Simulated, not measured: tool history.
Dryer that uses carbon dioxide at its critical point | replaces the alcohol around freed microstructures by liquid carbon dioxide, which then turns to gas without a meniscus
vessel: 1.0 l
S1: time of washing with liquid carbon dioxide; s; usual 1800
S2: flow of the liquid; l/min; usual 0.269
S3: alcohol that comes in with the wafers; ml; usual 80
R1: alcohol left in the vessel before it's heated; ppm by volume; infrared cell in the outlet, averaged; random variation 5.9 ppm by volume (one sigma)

run 1 day=0 | S1=1800 S2=0.269 S3=80 | R1=279
run 2 day=0.825 | S1=1800 S2=0.269 S3=80 | R1=284
run 3 day=2.129 | S1=1800 S2=0.269 S3=80 | R1=298
run 4 day=3.492 | S1=1320 S2=0.269 S3=80 | R1=1215
run 5 day=4.833 | S1=1800 S2=0.269 S3=80 | R1=347
run 6 day=6.129 | S1=1800 S2=0.269 S3=80 | R1=366
run 7 day=7.15 | S1=1920 S2=0.269 S3=80 | R1=292
run 8 day=8.121 | S1=1920 S2=0.269 S3=80 | R1=312
run 9 day=8.717 | S1=1800 S2=0.269 S3=80 | R1=422
run 10 day=9.804 | S1=1500 S2=0.269 S3=80 | R1=928
run 11 day=10.942 | S1=1320 S2=0.269 S3=80 | R1=1555
run 12 day=12.129 | S1=1800 S2=0.269 S3=80 | R1=498
run 13 day=12.958 | S1=1800 S2=0.269 S3=80 | R1=532
run 14 day=13.975 | S1=1800 S2=0.269 S3=80 | R1=526
run 15 day=14.667 | S1=2820 S2=0.214 S3=20 | R1=153
run 16 day=15.996 | S1=2100 S2=0.179 S3=84 | R1=1574
run 17 day=16.925 | S1=1800 S2=0.269 S3=83 | R1=647
run 18 day=17.708 | S1=2820 S2=0.243 S3=51 | R1=186
run 19 day=19.033 | S1=2820 S2=0.296 S3=51 | R1=157
run 20 day=19.742 | S1=1800 S2=0.224 S3=100 | R1=1668
-- day=20.838 inlet filter changed
run 21 day=21.038 | S1=1440 S2=0.194 S3=69 | R1=2361
-- day=22.033 purifier's bed changed
run 22 day=22.446 | S1=1860 S2=0.257 S3=95 | R1=287
run 23 day=23.275 | S1=2580 S2=0.425 S3=57 | R1=10
run 24 day=24.188 | S1=2760 S2=0.373 S3=80 | R1=11
run 25 day=24.979 | S1=2760 S2=0.373 S3=80 | R1=12
run 26 day=25.562 | S1=1800 S2=0.267 S3=42 | R1=154
run 27 day=26.358 | S1=1560 S2=0.42 S3=42 | R1=42
run 28 day=27.654 | S1=1800 S2=0.29 S3=32 | R1=105

The same runs without the tool's hidden state, with the same run-to-run variation:
The hidden state here: flow that reaches the vessel past the clogged filter, %; alcohol in the recycled carbon dioxide, ppm; drift of the gauge itself on alcohol_ppm, %.
run=1 R1=214
run=2 R1=208
run=3 R1=201
run=4 R1=1000
run=5 R1=209
run=6 R1=204
run=7 R1=132
run=8 R1=137
run=9 R1=208
run=10 R1=551
run=11 R1=974
run=12 R1=209
run=13 R1=218
run=14 R1=204
run=15 R1=6
run=16 R1=780
run=17 R1=223
run=18 R1=15
run=19 R1=1
run=20 R1=681
run=21 R1=2167
run=22 R1=261
run=23 R1=3
run=24 R1=0
run=25 R1=0
run=26 R1=109
run=27 R1=14
run=28 R1=55

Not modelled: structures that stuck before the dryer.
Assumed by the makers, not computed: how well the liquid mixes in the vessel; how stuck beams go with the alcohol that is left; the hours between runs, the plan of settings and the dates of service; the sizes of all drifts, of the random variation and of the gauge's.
